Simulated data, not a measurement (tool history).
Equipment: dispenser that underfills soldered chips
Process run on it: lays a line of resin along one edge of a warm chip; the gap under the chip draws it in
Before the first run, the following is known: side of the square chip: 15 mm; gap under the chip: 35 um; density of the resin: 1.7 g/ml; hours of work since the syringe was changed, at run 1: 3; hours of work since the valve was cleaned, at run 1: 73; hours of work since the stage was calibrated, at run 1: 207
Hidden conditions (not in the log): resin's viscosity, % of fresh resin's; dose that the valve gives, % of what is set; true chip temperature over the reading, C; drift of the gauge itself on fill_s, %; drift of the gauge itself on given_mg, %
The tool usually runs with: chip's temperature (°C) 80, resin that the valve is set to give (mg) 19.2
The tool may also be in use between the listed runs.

| run | hour | chip's temperature (°C) | resin that the valve is set to give (mg) | hours of work since the syringe was changed | hours of work since the valve was cleaned | hours of work since the stage was calibrated | time until the resin shows at the far edge (s) | resin that the valve gave (mg) |
|---|---|---|---|---|---|---|---|---|
| 1 | 0.0 | 80 | 19.2 | 3 | 73 | 207 | 498.9 | 18.05 |
| 2 | 8.0 | 80 | 19.2 | 8 | 78 | 213 | 646.7 | 17.79 |
|  | 11.9 | new syringe of resin |
| 3 | 16.7 | 80 | 19.2 | 3 | 84 | 218 | 508.4 | 17.81 |
| 4 | 24.4 | 80 | 19.2 | 8 | 89 | 224 | 663.0 | 17.71 |
|  | 28.3 | new syringe of resin |
| 5 | 29.0 | 80 | 19.2 | 0 | 92 | 226 | 459.1 | 17.57 |
| 6 | 35.9 | 80 | 19.2 | 5 | 97 | 231 | 576.2 | 17.67 |
|  | 43.4 | dispensing valve cleaned and set on the balance |
|  | 45.4 | new syringe of resin |
| 7 | 45.5 | 80 | 19.2 | 0 | 1 | 237 | 420.7 | 19.30 |
| 8 | 52.8 | 70 | 20.9 | 5 | 6 | 242 | 834.5 | 20.72 |
|  | 61.5 | new syringe of resin |
| 9 | 61.6 | 70 | 20.9 | 0 | 12 | 247 | 698.2 | 20.58 |
| 10 | 67.3 | 70 | 20.9 | 4 | 16 | 251 | 833.5 | 20.61 |
| 11 | 72.8 | 70 | 20.9 | 8 | 19 | 255 | 982.8 | 20.41 |
|  | 77.4 | new syringe of resin |
| 12 | 77.4 | 80 | 23.3 | 0 | 22 | 258 | 417.8 | 22.79 |
| 13 | 84.8 | 74 | 19.1 | 5 | 27 | 263 | 723.2 | 18.56 |
| 14 | 88.3 | 90 | 18.7 | 7 | 30 | 265 | 407.6 | 18.22 |

What if the next run were any one of these 5? Each begins from the tool's condition after run 14:
|  | 93.4 | new syringe of resin |
| A | 93.7 | 80 | 19.6 | 0 | 33 | 268 | ? | ? |
|  | 93.4 | new syringe of resin |
| B | 93.7 | 87 | 19.2 | 0 | 33 | 268 | ? | ? |
|  | 93.4 | new syringe of resin |
| C | 93.7 | 88 | 24.1 | 0 | 33 | 268 | ? | ? |
|  | 93.4 | new syringe of resin |
| D | 93.7 | 94 | 24.4 | 0 | 33 | 268 | ? | ? |
|  | 93.4 | new syringe of resin |
| E | 93.7 | 69 | 19.9 | 0 | 33 | 268 | ? | ? |

| run | time until the resin shows at the far edge (s) | resin that the valve gave (mg) |
|---|---|---|
| A | 451.4 | 19.05 |
| B | 329.8 | 18.57 |
| C | 299.4 | 23.29 |
| D | 237.5 | 23.68 |
| E | 738.3 | 19.11 |
Without the tool's unlogged condition, the same runs would have read:
| run | time until the resin shows at the far edge (s) | resin that the valve gave (mg) |
|---|---|---|
| A | 407.1 | 19.64 |
| B | 298.2 | 19.14 |
| C | 272.0 | 24.01 |
| D | 216.4 | 24.41 |
| E | 662.6 | 19.70 |
